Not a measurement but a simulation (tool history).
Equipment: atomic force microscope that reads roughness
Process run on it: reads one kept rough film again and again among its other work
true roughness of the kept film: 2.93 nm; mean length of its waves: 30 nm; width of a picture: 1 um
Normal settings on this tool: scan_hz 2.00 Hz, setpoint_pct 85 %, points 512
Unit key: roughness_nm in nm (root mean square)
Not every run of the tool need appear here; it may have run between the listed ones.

run 1 day=0.000 | scan_hz=2.00 setpoint_pct=85 points=512 | roughness_nm=1.796
run 2 day=0.546 | scan_hz=2.00 setpoint_pct=85 points=512 | roughness_nm=1.775
run 3 day=1.029 | scan_hz=2.00 setpoint_pct=85 points=512 | roughness_nm=1.767
run 4 day=1.858 | scan_hz=2.00 setpoint_pct=61 points=512 | roughness_nm=1.975
run 5 day=2.679 | scan_hz=1.15 setpoint_pct=61 points=512 | roughness_nm=1.978
run 6 day=3.592 | scan_hz=1.15 setpoint_pct=61 points=512 | roughness_nm=1.941
run 7 day=4.317 | scan_hz=1.15 setpoint_pct=61 points=512 | roughness_nm=1.899
-- day=5.121 new tip fitted
run 8 day=5.358 | scan_hz=0.79 setpoint_pct=61 points=512 | roughness_nm=2.491
run 9 day=6.258 | scan_hz=2.00 setpoint_pct=86 points=512 | roughness_nm=2.052
run 10 day=6.696 | scan_hz=2.00 setpoint_pct=85 points=512 | roughness_nm=2.020
run 11 day=7.679 | scan_hz=2.00 setpoint_pct=67 points=512 | roughness_nm=2.201
run 12 day=8.425 | scan_hz=2.00 setpoint_pct=85 points=512 | roughness_nm=1.937
run 13 day=9.362 | scan_hz=2.00 setpoint_pct=85 points=512 | roughness_nm=1.879
run 14 day=9.838 | scan_hz=2.00 setpoint_pct=77 points=512 | roughness_nm=1.974
run 15 day=10.329 | scan_hz=2.00 setpoint_pct=83 points=512 | roughness_nm=1.876
run 16 day=11.092 | scan_hz=2.00 setpoint_pct=85 points=903 | roughness_nm=1.821
run 17 day=11.575 | scan_hz=0.53 setpoint_pct=85 points=903 | roughness_nm=2.023
run 18 day=12.525 | scan_hz=1.75 setpoint_pct=78 points=456 | roughness_nm=1.854
run 19 day=13.262 | scan_hz=1.75 setpoint_pct=78 points=456 | roughness_nm=1.834
run 20 day=13.975 | scan_hz=1.75 setpoint_pct=78 points=456 | roughness_nm=1.806
run 21 day=14.704 | scan_hz=2.11 setpoint_pct=78 points=584 | roughness_nm=1.738
run 22 day=15.238 | scan_hz=2.00 setpoint_pct=85 points=476 | roughness_nm=1.641
-- day=15.696 new tip fitted
run 23 day=16.129 | scan_hz=2.00 setpoint_pct=81 points=476 | roughness_nm=2.166
run 24 day=16.646 | scan_hz=2.00 setpoint_pct=81 points=305 | roughness_nm=2.111
run 25 day=17.225 | scan_hz=2.00 setpoint_pct=77 points=366 | roughness_nm=2.160
run 26 day=17.725 | scan_hz=2.42 setpoint_pct=69 points=332 | roughness_nm=2.154
run 27 day=18.217 | scan_hz=2.42 setpoint_pct=69 points=332 | roughness_nm=2.128
run 28 day=19.154 | scan_hz=2.79 setpoint_pct=57 points=895 | roughness_nm=2.200
run 29 day=19.838 | scan_hz=0.53 setpoint_pct=85 points=512 | roughness_nm=2.170
run 30 day=20.288 | scan_hz=0.53 setpoint_pct=85 points=512 | roughness_nm=2.154
run 31 day=20.742 | scan_hz=0.85 setpoint_pct=85 points=682 | roughness_nm=2.047
run 32 day=21.267 | scan_hz=1.29 setpoint_pct=60 points=682 | roughness_nm=2.136
run 33 day=21.967 | scan_hz=2.00 setpoint_pct=85 points=397 | roughness_nm=1.780

Consider 3 possible next runs. They are alternatives, not a sequence: every one starts from the tool as it was left by run 33. What does each give?
run A day=22.721 | scan_hz=0.81 setpoint_pct=58 points=512 | roughness_nm=?
run B day=22.721 | scan_hz=2.93 setpoint_pct=64 points=805 | roughness_nm=?
run C day=22.721 | scan_hz=3.91 setpoint_pct=86 points=660 | roughness_nm=?

run=A roughness_nm=2.065
run=B roughness_nm=1.929
run=C roughness_nm=1.476
Take away the tool's hidden state, keep each run's random variation, and the runs would have read:
run=A roughness_nm=2.524
run=B roughness_nm=2.357
run=C roughness_nm=1.805
